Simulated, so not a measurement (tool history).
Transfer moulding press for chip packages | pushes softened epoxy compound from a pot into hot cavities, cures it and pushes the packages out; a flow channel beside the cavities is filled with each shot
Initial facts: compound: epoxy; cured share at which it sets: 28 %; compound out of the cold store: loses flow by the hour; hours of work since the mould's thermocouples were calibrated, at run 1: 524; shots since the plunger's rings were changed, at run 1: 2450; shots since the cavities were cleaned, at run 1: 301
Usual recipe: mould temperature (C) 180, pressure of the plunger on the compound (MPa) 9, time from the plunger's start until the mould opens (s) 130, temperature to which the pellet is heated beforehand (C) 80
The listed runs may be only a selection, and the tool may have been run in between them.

run,hour,mould temperature (C),pressure of the plunger on the compound (MPa),time from the plunger's start until the mould opens (s),temperature to which the pellet is heated beforehand (C),hours of work since the mould's thermocouples were calibrated,shots since the plunger's rings were changed,shots since the cavities were cleaned,incoming compound's hours out of the cold store,length that the compound runs in the flow channel (mm),greatest force on the pins that push the packages out (N)
1,0,180,9,130,80,524,2450,301,12.7,885,394
# hour 29.2: mould's thermocouples calibrated
# hour 30.7: cavities cleaned with cleaning compound and waxed
# hour 88.2: cavities cleaned with cleaning compound and waxed
2,99.3,180,9,130,80,43,3387,110,39.9,814,373
# hour 117: plunger's sealing rings changed
# hour 144.5: cavities cleaned with cleaning compound and waxed
3,157.2,180,9,130,80,78,385,126,43.5,805,372
# hour 199.7: cavities cleaned with cleaning compound and waxed
# hour 255.6: cavities cleaned with cleaning compound and waxed
4,256.7,180,9,130,80,140,1345,11,17.7,882,375
# hour 309.2: cavities cleaned with cleaning compound and waxed
5,331.4,180,9,130,80,187,2073,220,35.7,821,370
# hour 366.6: cavities cleaned with cleaning compound and waxed
6,385.9,180,9,130,80,221,2600,192,14.6,878,391
# hour 423.7: cavities cleaned with cleaning compound and waxed
7,454.4,180,9,130,80,264,3266,305,24.3,842,372
# hour 480.8: plunger's sealing rings changed
# hour 482.3: cavities cleaned with cleaning compound and waxed
8,524.5,180,9,130,88,306,419,419,29.6,852,379
# hour 536.4: cavities cleaned with cleaning compound and waxed
9,577.8,180,9,130,88,340,935,412,44.4,821,383
# hour 595.4: cavities cleaned with cleaning compound and waxed
# hour 654.8: cavities cleaned with cleaning compound and waxed
10,661.6,180,9,130,88,391,1738,68,8.9,887,389
# hour 711.7: cavities cleaned with cleaning compound and waxed
11,733.7,180,9,130,80,437,2440,218,9.3,887,394
# hour 767.3: cavities cleaned with cleaning compound and waxed
# hour 821: cavities cleaned with cleaning compound and waxed
12,836,180,9.53,130,80,501,3428,150,11.7,898,400
# hour 843.3: plunger's sealing rings changed
# hour 881.7: cavities cleaned with cleaning compound and waxed
# hour 899.9: mould's thermocouples calibrated
13,920.2,180,9.53,130,80,13,729,363,17.2,886,373
# hour 939.5: cavities cleaned with cleaning compound and waxed
14,984.6,180,9.53,161,85,53,1355,449,17.9,895,364
# hour 992.7: cavities cleaned with cleaning compound and waxed
# hour 1045.1: cavities cleaned with cleaning compound and waxed
15,1088.8,187,9,130,80,118,2362,435,29.3,816,333
# hour 1102.2: cavities cleaned with cleaning compound and waxed
16,1150.7,187,9,130,80,157,2962,483,40.8,793,354
# hour 1157.8: cavities cleaned with cleaning compound and waxed
# hour 1208.6: plunger's sealing rings changed
# hour 1215.6: cavities cleaned with cleaning compound and waxed
17,1225,187,9,130,80,201,148,94,23.6,834,342
# hour 1271.4: cavities cleaned with cleaning compound and waxed
# hour 1324.6: cavities cleaned with cleaning compound and waxed
18,1324.6,187,9,130,80,264,1108,0,46.4,781,334
# hour 1381.9: cavities cleaned with cleaning compound and waxed
19,1395.3,187,9,130,80,308,1797,133,33.5,815,342
# hour 1443.1: cavities cleaned with cleaning compound and waxed
20,1485.4,185,9,121,82,365,2678,421,23.1,828,359
# hour 1495.8: cavities cleaned with cleaning compound and waxed
21,1544.7,182,9,121,79,402,3253,487,32.3,834,383
# hour 1553.3: cavities cleaned with cleaning compound and waxed
# hour 1576.2: plunger's sealing rings changed
# hour 1613.8: cavities cleaned with cleaning compound and waxed
22,1648.9,182,9,116,79,465,709,350,12.2,871,402
# hour 1666.1: cavities cleaned with cleaning compound and waxed
23,1706.9,181,8.91,160,80,502,1270,405,16.7,862,343
# hour 1722.2: cavities cleaned with cleaning compound and waxed
# hour 1767.5: mould's thermocouples calibrated
# hour 1782.6: cavities cleaned with cleaning compound and waxed
24,1800.6,178,7.89,132,70,20,2152,179,25,800,425
# hour 1839.8: cavities cleaned with cleaning compound and waxed
25,1881.6,178,7.89,132,70,71,2942,415,21.1,810,390
# hour 1896.7: cavities cleaned with cleaning compound and waxed
26,1926.3,182,9,130,80,99,3372,294,20.7,860,355

What if the next run were any one of these 3? Each begins from the tool's condition after run 26:
# hour 1942.2: plunger's sealing rings changed
# hour 1951.8: cavities cleaned with cleaning compound and waxed
A,1998.7,182,9.75,140,80,143,547,466,29.1,?,?
# hour 1942.2: plunger's sealing rings changed
# hour 1951.8: cavities cleaned with cleaning compound and waxed
B,1998.7,185,10.04,130,73,143,547,466,33.3,?,?
# hour 1942.2: plunger's sealing rings changed
# hour 1951.8: cavities cleaned with cleaning compound and waxed
C,1998.7,180,9,130,76,143,547,466,44.4,?,?

run,length that the compound runs in the flow channel (mm),greatest force on the pins that push the packages out (N)
A,874,364
B,869,363
C,802,373
The same runs, with their run-to-run variation unchanged, on a tool lacking any hidden condition would have given:
run,length that the compound runs in the flow channel (mm),greatest force on the pins that push the packages out (N)
A,874,362
B,869,360
C,802,371

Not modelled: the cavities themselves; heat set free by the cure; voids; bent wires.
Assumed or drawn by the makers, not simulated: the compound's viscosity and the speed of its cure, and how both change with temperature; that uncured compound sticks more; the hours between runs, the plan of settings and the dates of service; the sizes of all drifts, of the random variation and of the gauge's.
